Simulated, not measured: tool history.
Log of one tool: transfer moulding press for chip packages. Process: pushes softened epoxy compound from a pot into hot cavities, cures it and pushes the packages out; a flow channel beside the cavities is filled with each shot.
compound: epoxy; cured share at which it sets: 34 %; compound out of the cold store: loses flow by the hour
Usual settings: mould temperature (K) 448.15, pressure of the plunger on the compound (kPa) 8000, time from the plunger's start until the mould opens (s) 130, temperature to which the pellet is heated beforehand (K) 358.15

run	day	mould temperature (K)	pressure of the plunger on the compound (kPa)	time from the plunger's start until the mould opens (s)	temperature to which the pellet is heated beforehand (K)	incoming compound's hours out of the cold store	length that the compound runs in the flow channel (mm)	greatest force on the pins that push the packages out (N)
1	0.000	448.15	8000	130	358.15	44.4	609	352
# day 0.421: cavities cleaned with cleaning compound and waxed
# day 1.971: mould's thermocouples calibrated
2	2.975	448.15	8000	130	358.15	40.6	606	324
# day 5.158: cavities cleaned with cleaning compound and waxed
3	6.592	448.15	8000	130	358.15	43.4	594	288
# day 9.938: cavities cleaned with cleaning compound and waxed
4	10.667	448.15	8000	130	358.15	43.3	582	260
5	13.958	448.15	7130	130	358.15	22.7	575	364
# day 14.617: cavities cleaned with cleaning compound and waxed
6	15.900	448.15	7130	130	358.15	46.6	529	284
7	18.654	448.15	7130	130	358.15	40.9	525	352
# day 19.396: cavities cleaned with cleaning compound and waxed
# day 22.254: plunger's sealing rings changed
8	22.617	448.15	7130	130	358.15	38.8	586	335
# day 24.242: cavities cleaned with cleaning compound and waxed
9	24.400	454.15	8000	130	358.15	40.7	593	205
10	26.821	454.15	8000	130	358.15	31.2	601	310
# day 28.812: cavities cleaned with cleaning compound and waxed
# day 29.942: mould's thermocouples calibrated
11	31.038	449.15	8000	130	358.15	11.1	645	318
# day 33.596: cavities cleaned with cleaning compound and waxed
12	34.929	449.15	8000	130	358.15	36.0	580	275
# day 38.350: cavities cleaned with cleaning compound and waxed
13	38.350	449.15	8000	130	358.15	36.7	572	196
14	41.000	449.15	8000	130	358.15	14.8	604	311
# day 43.125: cavities cleaned with cleaning compound and waxed
15	44.571	449.15	8000	130	358.15	37.9	547	297
# day 45.488: plunger's sealing rings changed
# day 47.804: cavities cleaned with cleaning compound and waxed
16	47.804	449.15	8000	130	358.15	12.1	666	200

Run 17 comes next. What will it give?
17	49.658	448.15	8000	130	364.15	46.2	?	?

{"run 17": {"length that the compound runs in the flow channel (mm)": 599, "greatest force on the pins that push the packages out (N)": 319}}
Without the tool's hidden state the same run would have given length that the compound runs in the flow channel (mm) 614, greatest force on the pins that push the packages out (N) 208.

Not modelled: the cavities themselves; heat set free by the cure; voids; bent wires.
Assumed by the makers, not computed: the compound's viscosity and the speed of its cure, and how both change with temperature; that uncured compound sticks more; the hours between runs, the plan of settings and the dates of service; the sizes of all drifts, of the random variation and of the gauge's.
